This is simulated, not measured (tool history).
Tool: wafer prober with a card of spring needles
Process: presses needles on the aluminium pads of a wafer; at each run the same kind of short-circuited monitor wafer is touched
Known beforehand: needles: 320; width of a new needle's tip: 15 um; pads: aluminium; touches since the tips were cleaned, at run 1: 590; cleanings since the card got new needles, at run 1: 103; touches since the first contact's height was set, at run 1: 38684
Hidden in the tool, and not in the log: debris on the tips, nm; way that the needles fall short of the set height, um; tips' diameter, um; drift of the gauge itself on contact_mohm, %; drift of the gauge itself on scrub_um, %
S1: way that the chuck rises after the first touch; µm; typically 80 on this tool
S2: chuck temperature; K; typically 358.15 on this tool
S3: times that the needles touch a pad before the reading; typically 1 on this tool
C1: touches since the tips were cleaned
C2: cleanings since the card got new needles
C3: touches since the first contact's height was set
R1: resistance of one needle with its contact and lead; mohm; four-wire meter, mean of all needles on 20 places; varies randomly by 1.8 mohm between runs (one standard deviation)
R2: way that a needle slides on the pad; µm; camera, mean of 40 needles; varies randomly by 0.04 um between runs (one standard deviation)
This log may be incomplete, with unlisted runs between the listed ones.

run 1 hour=0 | S1=80 S2=358.15 S3=1 | C1=590 C2=103 C3=38684 | R1=190 R2=21.06
-- hour=6.3 tips cleaned on abrasive film
-- hour=14.1 tips cleaned on abrasive film
-- hour=21.9 tips cleaned on abrasive film
-- hour=29.8 tips cleaned on abrasive film
-- hour=37.6 tips cleaned on abrasive film
-- hour=45.4 tips cleaned on abrasive film
-- hour=51.9 height of the first contact set anew
-- hour=53.4 tips cleaned on abrasive film
run 2 hour=53.4 | S1=80 S2=334.15 S3=1 | C1=0 C2=110 C3=613 | R1=179 R2=21.37
-- hour=61.2 tips cleaned on abrasive film
-- hour=69 tips cleaned on abrasive film
-- hour=76.8 tips cleaned on abrasive film
-- hour=84.7 tips cleaned on abrasive film
run 3 hour=88.2 | S1=80 S2=334.15 S3=1 | C1=1538 C2=114 C3=15756 | R1=188 R2=21.21
-- hour=91.3 tips cleaned on abrasive film
-- hour=97.6 tips cleaned on abrasive film
-- hour=105.5 tips cleaned on abrasive film
-- hour=113.3 tips cleaned on abrasive film
-- hour=121.1 tips cleaned on abrasive film
-- hour=128.9 tips cleaned on abrasive film
-- hour=136.8 tips cleaned on abrasive film
-- hour=144.6 tips cleaned on abrasive film
run 4 hour=149.7 | S1=80 S2=358.15 S3=3 | C1=2236 C2=122 C3=42480 | R1=188 R2=21.12
-- hour=151.3 tips cleaned on abrasive film
-- hour=159.1 tips cleaned on abrasive film
-- hour=166.9 tips cleaned on abrasive film
-- hour=174.8 tips cleaned on abrasive film
-- hour=182.6 tips cleaned on abrasive film
-- hour=190.4 tips cleaned on abrasive film
-- hour=192.3 height of the first contact set anew
-- hour=198.5 tips cleaned on abrasive film
-- hour=204.8 tips cleaned on abrasive film
run 5 hour=205.9 | S1=80 S2=358.15 S3=3 | C1=496 C2=130 C3=5939 | R1=187 R2=21.38
-- hour=212.2 tips cleaned on abrasive film
-- hour=220.1 tips cleaned on abrasive film
-- hour=227.9 tips cleaned on abrasive film
-- hour=235.7 tips cleaned on abrasive film
-- hour=243.5 tips cleaned on abrasive film
-- hour=251.4 tips cleaned on abrasive film
-- hour=259.2 tips cleaned on abrasive film
-- hour=267 tips cleaned on abrasive film
run 6 hour=268.4 | S1=80 S2=358.15 S3=3 | C1=612 C2=138 C3=33081 | R1=183 R2=21.27
-- hour=274.7 tips cleaned on abrasive film
-- hour=282.5 tips cleaned on abrasive film
-- hour=290.3 tips cleaned on abrasive film
-- hour=298.1 tips cleaned on abrasive film
-- hour=306 tips cleaned on abrasive film
-- hour=313.5 tips cleaned on abrasive film
run 7 hour=313.5 | S1=80 S2=358.15 S3=3 | C1=0 C2=144 C3=52690 | R1=184 R2=21.1
-- hour=319.8 tips cleaned on abrasive film
-- hour=327.6 tips cleaned on abrasive film
-- hour=332.6 height of the first contact set anew
-- hour=334.2 tips cleaned on abrasive film
-- hour=342 tips cleaned on abrasive film
-- hour=349.9 tips cleaned on abrasive film
-- hour=357.7 tips cleaned on abrasive film
-- hour=364.3 tips cleaned on abrasive film
run 8 hour=364.3 | S1=80 S2=335.15 S3=1 | C1=0 C2=151 C3=13738 | R1=178 R2=21.38
-- hour=370.5 tips cleaned on abrasive film
-- hour=378.4 tips cleaned on abrasive film
-- hour=386.2 tips cleaned on abrasive film
-- hour=392.5 tips cleaned on abrasive film
-- hour=399.3 tips cleaned on abrasive film
run 9 hour=399.3 | S1=80 S2=335.15 S3=1 | C1=0 C2=156 C3=28930 | R1=177 R2=21.17
-- hour=405.5 tips cleaned on abrasive film
-- hour=413.4 tips cleaned on abrasive film
-- hour=421.2 tips cleaned on abrasive film
-- hour=427.5 tips cleaned on abrasive film
run 10 hour=429.6 | S1=80 S2=358.15 S3=1 | C1=951 C2=160 C3=42128 | R1=194 R2=21.09
-- hour=434.4 tips cleaned on abrasive film
-- hour=442.2 tips cleaned on abrasive film
-- hour=448.5 tips cleaned on abrasive film
-- hour=456.3 tips cleaned on abrasive film
run 11 hour=462.5 | S1=80 S2=358.15 S3=1 | C1=2715 C2=164 C3=56406 | R1=201 R2=20.99
-- hour=464.1 tips cleaned on abrasive film
-- hour=470.4 tips cleaned on abrasive film
-- hour=472.2 height of the first contact set anew
-- hour=478.5 tips cleaned on abrasive film
-- hour=486.3 tips cleaned on abrasive film
-- hour=494.2 tips cleaned on abrasive film
-- hour=502 tips cleaned on abrasive film
run 12 hour=502.6 | S1=80 S2=358.15 S3=1 | C1=285 C2=170 C3=13210 | R1=185 R2=21.29

The next listed run, before its measurement:
-- hour=508.9 tips cleaned on abrasive film
-- hour=516.7 tips cleaned on abrasive film
-- hour=524.5 tips cleaned on abrasive film
-- hour=532.4 tips cleaned on abrasive film
-- hour=540.2 tips cleaned on abrasive film
-- hour=546.5 tips cleaned on abrasive film
run 13 hour=550.9 | S1=80 S2=358.15 S3=1 | C1=1944 C2=176 C3=34202 | R1=? R2=?

Run 13 came out at R1 199 mohm, R2 21.27 µm.
Take away the tool's hidden state, keep the run-to-run variation as it was, and the same run would have given R1 181 mohm, R2 21.51 µm.
